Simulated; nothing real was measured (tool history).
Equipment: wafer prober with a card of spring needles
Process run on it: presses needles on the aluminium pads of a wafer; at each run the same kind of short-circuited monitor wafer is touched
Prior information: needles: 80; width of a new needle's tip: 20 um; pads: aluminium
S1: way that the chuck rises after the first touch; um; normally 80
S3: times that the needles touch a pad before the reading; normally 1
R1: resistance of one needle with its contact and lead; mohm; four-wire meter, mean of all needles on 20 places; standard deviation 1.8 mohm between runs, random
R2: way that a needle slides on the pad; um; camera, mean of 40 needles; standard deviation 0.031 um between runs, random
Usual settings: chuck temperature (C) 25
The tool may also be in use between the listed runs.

run 1 hour=0 | S1=80 chuck_temperature_(C)=25 S3=1 | R1=224 R2=21.79
-- hour=20.9 tips cleaned on abrasive film
run 2 hour=28.4 | S1=80 chuck_temperature_(C)=25 S3=1 | R1=225 R2=21.75
run 3 hour=41.9 | S1=80 chuck_temperature_(C)=25 S3=1 | R1=287 R2=21.77
-- hour=48.9 tips cleaned on abrasive film
run 4 hour=73.3 | S1=80 chuck_temperature_(C)=25 S3=1 | R1=290 R2=21.7
-- hour=75.7 tips cleaned on abrasive film
-- hour=102.6 tips cleaned on abrasive film
run 5 hour=102.9 | S1=80 chuck_temperature_(C)=25 S3=1 | R1=194 R2=21.68
-- hour=130.5 tips cleaned on abrasive film
run 6 hour=132.4 | S1=80 chuck_temperature_(C)=25 S3=1 | R1=198 R2=21.66
-- hour=134.8 height of the first contact set anew
-- hour=157.4 tips cleaned on abrasive film
run 7 hour=163.2 | S1=80 chuck_temperature_(C)=25 S3=1 | R1=222 R2=21.61
-- hour=184.6 tips cleaned on abrasive film
run 8 hour=184.6 | S1=80 chuck_temperature_(C)=25 S3=1 | R1=187 R2=21.64
run 9 hour=198.9 | S1=62 chuck_temperature_(C)=25 S3=1 | R1=313 R2=16.65
-- hour=211.8 tips cleaned on abrasive film
run 10 hour=227.3 | S1=62 chuck_temperature_(C)=25 S3=1 | R1=330 R2=16.66
-- hour=238.5 tips cleaned on abrasive film
run 11 hour=241.4 | S1=62 chuck_temperature_(C)=25 S3=1 | R1=227 R2=16.61
-- hour=265.1 tips cleaned on abrasive film
run 12 hour=267.2 | S1=62 chuck_temperature_(C)=76 S3=1 | R1=228 R2=16.6
run 13 hour=289.7 | S1=62 chuck_temperature_(C)=29 S3=2 | R1=298 R2=16.61
-- hour=294.4 height of the first contact set anew, once more
-- hour=294.5 tips cleaned on abrasive film
-- hour=321.2 tips cleaned on abrasive film
run 14 hour=322.3 | S1=100 chuck_temperature_(C)=27 S3=2 | R1=184 R2=27.31
-- hour=349.7 tips cleaned on abrasive film
run 15 hour=351.4 | S1=100 chuck_temperature_(C)=87 S3=2 | R1=201 R2=27.27
-- hour=377.2 tips cleaned on abrasive film
run 16 hour=383.2 | S1=100 chuck_temperature_(C)=87 S3=2 | R1=205 R2=27.27
-- hour=404.7 tips cleaned on abrasive film
run 17 hour=406.9 | S1=100 chuck_temperature_(C)=87 S3=2 | R1=196 R2=27.3
run 18 hour=429.9 | S1=80 chuck_temperature_(C)=27 S3=1 | R1=287 R2=21.79
-- hour=432.5 tips cleaned on abrasive film
run 19 hour=454 | S1=80 chuck_temperature_(C)=27 S3=1 | R1=289 R2=21.8

Branching from run 19: 5 alternative next runs. What would each branch give?
-- hour=459 tips cleaned on abrasive film
run A hour=477.4 | S1=80 chuck_temperature_(C)=43 S3=1 | R1=? R2=?
-- hour=459 tips cleaned on abrasive film
run B hour=477.4 | S1=70 chuck_temperature_(C)=37 S3=1 | R1=? R2=?
-- hour=459 tips cleaned on abrasive film
run C hour=477.4 | S1=70 chuck_temperature_(C)=25 S3=1 | R1=? R2=?
-- hour=459 tips cleaned on abrasive film
run D hour=477.4 | S1=80 chuck_temperature_(C)=25 S3=3 | R1=? R2=?
-- hour=459 tips cleaned on abrasive film
run E hour=477.4 | S1=88 chuck_temperature_(C)=42 S3=2 | R1=? R2=?

run=A R1=277 R2=21.8
run=B R1=305 R2=19.05
run=C R1=302 R2=19.05
run=D R1=215 R2=21.74
run=E R1=228 R2=24
What these runs would have given with no unlogged condition in the tool:
run=A R1=184 R2=21.9
run=B R1=185 R2=19.15
run=C R1=181 R2=19.14
run=D R1=180 R2=21.83
run=E R1=182 R2=24.09
